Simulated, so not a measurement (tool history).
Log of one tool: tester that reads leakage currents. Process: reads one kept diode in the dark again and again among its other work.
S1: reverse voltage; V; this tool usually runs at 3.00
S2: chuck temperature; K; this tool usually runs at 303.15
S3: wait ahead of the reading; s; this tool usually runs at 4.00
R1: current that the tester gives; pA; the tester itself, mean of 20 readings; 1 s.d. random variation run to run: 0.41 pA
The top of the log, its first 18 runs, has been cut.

run 19 hour=2989.4 | S1=4.59 S2=303.15 S3=6.56 | R1=147.41
-- hour=3010.1 chuck's temperature calibrated
run 20 hour=3103.9 | S1=2.16 S2=303.15 S3=7.65 | R1=113.55
-- hour=3218.2 probe card cleaned and baked
run 21 hour=3218.2 | S1=7.07 S2=313.15 S3=2.13 | R1=401.06
run 22 hour=3370.9 | S1=16.55 S2=297.15 S3=1.88 | R1=199.57
run 23 hour=3569.5 | S1=7.36 S2=296.15 S3=3.29 | R1=121.32
run 24 hour=3765.5 | S1=7.36 S2=296.15 S3=3.29 | R1=120.11
run 25 hour=3872.6 | S1=13.08 S2=306.15 S3=4.00 | R1=329.75
run 26 hour=4073.9 | S1=3.12 S2=298.15 S3=0.64 | R1=90.43
run 27 hour=4269.7 | S1=1.17 S2=299.15 S3=0.64 | R1=58.12
run 28 hour=4408.8 | S1=13.19 S2=328.15 S3=2.31 | R1=1347.56
run 29 hour=4568.5 | S1=3.00 S2=320.15 S3=4.00 | R1=387.24
run 30 hour=4658.0 | S1=1.97 S2=315.15 S3=4.00 | R1=224.00
run 31 hour=4801.9 | S1=18.58 S2=324.15 S3=1.71 | R1=1240.21
run 32 hour=5013.2 | S1=3.34 S2=325.15 S3=4.00 | R1=550.13

What if the next run were any one of these 4? Each begins from the tool's condition after run 32:
run A hour=5161.2 | S1=8.34 S2=315.15 S3=4.00 | R1=?
run B hour=5161.2 | S1=2.02 S2=325.15 S3=4.00 | R1=?
run C hour=5161.2 | S1=1.99 S2=333.15 S3=5.64 | R1=?
run D hour=5161.2 | S1=3.34 S2=312.15 S3=4.00 | R1=?

run=A R1=453.24
run=B R1=422.81
run=C R1=681.94
run=D R1=234.59
Had the tool no hidden state, the same runs would have come out as:
run=A R1=507.96
run=B R1=474.48
run=C R1=762.21
run=D R1=264.16
